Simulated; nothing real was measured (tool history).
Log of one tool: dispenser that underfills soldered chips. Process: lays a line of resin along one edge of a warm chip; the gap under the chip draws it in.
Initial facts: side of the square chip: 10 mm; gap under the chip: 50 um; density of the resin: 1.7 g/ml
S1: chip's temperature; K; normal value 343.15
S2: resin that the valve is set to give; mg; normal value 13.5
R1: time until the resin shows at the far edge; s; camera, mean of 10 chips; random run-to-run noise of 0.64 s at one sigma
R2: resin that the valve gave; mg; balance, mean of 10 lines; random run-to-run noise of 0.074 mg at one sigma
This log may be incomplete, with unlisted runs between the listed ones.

run,hour,S1,S2,R1,R2
1,0.0,343.15,13.5,67.6,13.35
2,4.4,343.15,13.5,78.5,13.26
3,9.6,343.15,13.5,96.1,13.21
4,14.8,348.15,13.5,98.4,13.15
# hour 15.4: new syringe of resin
5,19.0,348.15,13.5,55.1,13.23
6,21.7,348.15,13.5,60.0,13.09
7,25.2,348.15,13.5,69.0,13.00
8,28.2,348.15,13.5,77.4,13.06
9,30.4,343.15,13.5,100.8,13.04
10,32.8,343.15,14.0,108.3,13.55
# hour 35.3: new syringe of resin
11,35.7,343.15,13.1,58.8,12.59
12,39.5,343.15,13.1,66.2,12.60
13,44.3,343.15,13.5,78.7,12.90
14,47.5,343.15,13.5,87.6,13.03
15,52.5,343.15,13.5,107.0,12.93
# hour 55.2: new syringe of resin
16,55.8,343.15,14.7,60.5,14.16
17,58.5,330.15,14.7,103.8,14.03
18,63.5,336.15,14.7,100.1,14.04
19,68.6,345.15,15.4,86.6,14.71
20,73.2,345.15,15.4,102.6,14.53
# hour 75.1: new syringe of resin
21,77.5,329.15,14.1,104.1,13.32
# hour 80.1: dispensing valve cleaned and set on the balance
22,83.4,349.15,14.0,58.9,14.03
23,87.5,341.15,17.6,89.7,17.57
24,92.6,345.15,12.2,96.6,12.08
# hour 95.9: new syringe of resin
25,97.9,348.15,15.0,52.2,14.96
26,100.1,348.15,16.0,55.6,15.76
27,103.6,329.15,14.2,127.4,14.04
28,108.2,329.15,14.2,150.6,13.93
29,113.1,338.15,13.9,128.9,13.62
# hour 115.8: new syringe of resin
30,116.0,345.15,12.4,53.2,12.13
31,118.2,332.15,13.2,92.3,13.01
32,123.0,343.15,14.3,71.8,14.02
33,126.6,331.15,16.6,129.5,16.28
34,129.6,339.15,14.8,107.7,14.35
35,132.0,339.15,14.8,116.0,14.26
# hour 135.6: new syringe of resin
36,137.0,346.15,16.3,54.4,15.80

Measured less the same run without the tool's hidden state. The same run-to-run variation is in both; the gauge's scatter may not be:
The tool's hidden condition here consists of: resin's viscosity, % of fresh resin's; dose that the valve gives, % of what is set; true chip temperature over the reading, C; drift of the gauge itself on fill_s, %; drift of the gauge itself on given_mg, %.
run,R1,R2
1,+11.5,-0.20
2,+23.1,-0.23
3,+39.7,-0.27
4,+50.2,-0.32
5,+7.9,-0.34
6,+13.4,-0.36
7,+21.8,-0.39
8,+29.7,-0.42
9,+43.5,-0.43
10,+51.8,-0.46
11,+2.0,-0.45
12,+10.7,-0.49
13,+23.0,-0.54
14,+32.3,-0.56
15,+50.5,-0.60
16,+2.9,-0.69
17,+14.3,-0.71
18,+27.9,-0.76
19,+34.4,-0.84
20,+50.1,-0.88
21,+10.4,-0.84
22,+13.8,-0.02
23,+30.6,-0.07
24,+43.9,-0.08
25,+5.1,-0.16
26,+9.3,-0.19
27,+33.8,-0.19
28,+56.9,-0.24
29,+61.3,-0.27
30,+0.8,-0.26
31,+8.6,-0.30
32,+16.9,-0.36
33,+42.5,-0.46
34,+42.5,-0.43
35,+51.7,-0.45
36,+4.1,-0.54
